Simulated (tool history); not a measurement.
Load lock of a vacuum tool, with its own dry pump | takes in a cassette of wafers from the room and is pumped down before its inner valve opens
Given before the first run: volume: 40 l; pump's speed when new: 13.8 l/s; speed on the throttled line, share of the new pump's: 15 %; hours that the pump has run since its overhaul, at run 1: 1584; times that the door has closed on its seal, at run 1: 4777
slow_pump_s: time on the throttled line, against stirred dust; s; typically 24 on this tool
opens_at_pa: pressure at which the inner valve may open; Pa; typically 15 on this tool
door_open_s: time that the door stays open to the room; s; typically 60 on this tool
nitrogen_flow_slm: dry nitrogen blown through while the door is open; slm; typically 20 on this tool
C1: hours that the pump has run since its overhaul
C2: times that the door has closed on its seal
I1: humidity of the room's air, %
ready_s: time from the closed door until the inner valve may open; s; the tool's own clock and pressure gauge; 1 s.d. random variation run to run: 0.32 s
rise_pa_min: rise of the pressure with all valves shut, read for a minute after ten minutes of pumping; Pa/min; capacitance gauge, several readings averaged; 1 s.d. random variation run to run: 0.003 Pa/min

run 1 day=0.000 | slow_pump_s=24 opens_at_pa=15 door_open_s=60 nitrogen_flow_slm=20 | C1=1584 C2=4777 | I1=44.4 | ready_s=45.8 rise_pa_min=0.015
run 2 day=16.267 | slow_pump_s=24 opens_at_pa=15 door_open_s=60 nitrogen_flow_slm=20 | C1=1975 C2=5954 | I1=43.4 | ready_s=46.0 rise_pa_min=0.011
run 3 day=26.588 | slow_pump_s=24 opens_at_pa=15 door_open_s=60 nitrogen_flow_slm=20 | C1=2223 C2=6700 | I1=44.3 | ready_s=46.4 rise_pa_min=0.015
run 4 day=38.296 | slow_pump_s=24 opens_at_pa=15 door_open_s=60 nitrogen_flow_slm=20 | C1=2504 C2=7547 | I1=43.3 | ready_s=46.0 rise_pa_min=0.013
run 5 day=62.392 | slow_pump_s=24 opens_at_pa=15 door_open_s=60 nitrogen_flow_slm=20 | C1=3082 C2=9291 | I1=45.7 | ready_s=46.0 rise_pa_min=0.009
run 6 day=83.504 | slow_pump_s=24 opens_at_pa=15 door_open_s=60 nitrogen_flow_slm=20 | C1=3589 C2=10818 | I1=46.2 | ready_s=46.2 rise_pa_min=0.016
run 7 day=98.821 | slow_pump_s=24 opens_at_pa=15 door_open_s=60 nitrogen_flow_slm=20 | C1=3956 C2=11926 | I1=42.0 | ready_s=46.6 rise_pa_min=0.015
run 8 day=121.796 | slow_pump_s=24 opens_at_pa=15 door_open_s=60 nitrogen_flow_slm=20 | C1=4508 C2=13589 | I1=48.3 | ready_s=46.0 rise_pa_min=0.016
run 9 day=143.388 | slow_pump_s=24 opens_at_pa=15 door_open_s=31 nitrogen_flow_slm=20 | C1=5026 C2=15151 | I1=42.1 | ready_s=45.9 rise_pa_min=0.012
run 10 day=164.750 | slow_pump_s=24 opens_at_pa=15 door_open_s=31 nitrogen_flow_slm=20 | C1=5539 C2=16696 | I1=40.6 | ready_s=46.0 rise_pa_min=0.009
run 11 day=177.667 | slow_pump_s=24 opens_at_pa=15 door_open_s=31 nitrogen_flow_slm=20 | C1=5848 C2=17631 | I1=46.4 | ready_s=46.1 rise_pa_min=0.011
run 12 day=200.092 | slow_pump_s=24 opens_at_pa=15 door_open_s=31 nitrogen_flow_slm=20 | C1=6387 C2=19253 | I1=47.9 | ready_s=46.0 rise_pa_min=0.004
run 13 day=218.292 | slow_pump_s=24 opens_at_pa=15 door_open_s=31 nitrogen_flow_slm=20 | C1=6823 C2=20570 | I1=47.5 | ready_s=45.6 rise_pa_min=0.006
run 14 day=233.992 | slow_pump_s=24 opens_at_pa=15 door_open_s=27 nitrogen_flow_slm=20 | C1=7200 C2=21706 | I1=44.3 | ready_s=46.2 rise_pa_min=0.008
run 15 day=249.304 | slow_pump_s=24 opens_at_pa=15 door_open_s=27 nitrogen_flow_slm=20 | C1=7568 C2=22814 | I1=44.7 | ready_s=46.1 rise_pa_min=0.015
run 16 day=269.529 | slow_pump_s=24 opens_at_pa=15 door_open_s=27 nitrogen_flow_slm=20 | C1=8053 C2=24277 | I1=46.6 | ready_s=45.7 rise_pa_min=0.010
run 17 day=290.842 | slow_pump_s=24 opens_at_pa=15 door_open_s=27 nitrogen_flow_slm=20 | C1=8565 C2=25819 | I1=43.3 | ready_s=45.8 rise_pa_min=0.010
run 18 day=307.412 | slow_pump_s=24 opens_at_pa=15 door_open_s=27 nitrogen_flow_slm=5 | C1=8962 C2=27018 | I1=42.2 | ready_s=45.6 rise_pa_min=0.018
run 19 day=318.279 | slow_pump_s=25 opens_at_pa=18 door_open_s=116 nitrogen_flow_slm=8 | C1=9223 C2=27804 | I1=47.5 | ready_s=46.8 rise_pa_min=0.040
run 20 day=331.100 | slow_pump_s=25 opens_at_pa=18 door_open_s=116 nitrogen_flow_slm=8 | C1=9531 C2=28731 | I1=45.3 | ready_s=46.7 rise_pa_min=0.031
run 21 day=347.388 | slow_pump_s=24 opens_at_pa=10 door_open_s=181 nitrogen_flow_slm=5 | C1=9922 C2=29910 | I1=41.4 | ready_s=47.6 rise_pa_min=0.046

Expected results for the next run?
run 22 day=358.904 | slow_pump_s=24 opens_at_pa=10 door_open_s=181 nitrogen_flow_slm=5 | C1=10198 C2=30743 | I1=46.5 | ready_s=? rise_pa_min=?

ready_s: 47.1 s
rise_pa_min: 0.053 Pa/min
Were there no unlogged condition in the tool, this run, its random variation unchanged, would have produced ready_s 47.1 s, rise_pa_min 0.052 Pa/min.
